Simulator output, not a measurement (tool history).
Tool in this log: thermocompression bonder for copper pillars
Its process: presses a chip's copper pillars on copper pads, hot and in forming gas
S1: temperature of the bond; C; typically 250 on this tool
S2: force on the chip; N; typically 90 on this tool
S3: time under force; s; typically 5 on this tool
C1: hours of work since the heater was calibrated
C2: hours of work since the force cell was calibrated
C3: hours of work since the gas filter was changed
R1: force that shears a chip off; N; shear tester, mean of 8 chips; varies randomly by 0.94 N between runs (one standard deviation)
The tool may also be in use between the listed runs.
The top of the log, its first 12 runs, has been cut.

run     day   S1   S2  S3   C1   C2   C3     R1
 13   8.708  250   90   5  218  403  165   79.0
 14   9.462  250   90   5  227  412  174   80.5
 15  10.017  250   90   5  234  419  180   79.6
 16  10.942  250   90   5  245  430  192   80.7
 17  11.733  250   64   5  255  440  201   70.3
 18  12.425  250   90   5  264  448  210   81.7
 19  13.208  250   90   5  273  458  219   77.6
     13.358  -- forming gas filter changed
 20  14.079  250  115   5  283  468    9   88.2
 21  15.062  238   68   4  295  480   21   57.4
 22  15.754  238   68   4  304  488   29   57.4
 23  16.488  238   68  11  313  497   38   77.4
 24  16.996  257   71   8  319  503   44   88.4
 25  17.617  244   65  12  326  511   52   84.1
 26  18.104  244   84  12  332  517   58   91.0
 27  19.033  255   74  12  344  528   69   97.5
 28  19.896  250  130  14  354  539   79  106.5
 29  20.338  250  130  14  359  544   85  106.4
 30  21.175  279   72   6  370  554   95   98.9
 31  22.029  224   84   3  380  565  105   45.5
 32  22.796  274   90   6  389  574  115   99.6
 33  23.575  245  111   5  399  583  124   80.8
 34  24.308  242  108   5  408  592  133   76.9
 35  24.858  242  108   5  414  599  140   78.6
 36  25.308  275  108   8  420  604  145  109.5
 37  26.212  257   73  14  431  615  156  100.8

4 ways to go on from here, each from the tool as it stands after run 37. What would each give?
  A  26.788  222   95   4  438  622  163   ?
  B  26.788  250   90   3  438  622  163   ?
  C  26.788  257  106  12  438  622  163   ?
  D  26.788  252   90  10  438  622  163   ?

run     R1
  A   52.5
  B   68.3
  C  106.0
  D   95.9
With the hidden condition removed and each run's random variation left untouched, the same runs would have given:
run     R1
  A   51.9
  B   67.7
  C  105.8
  D   95.5
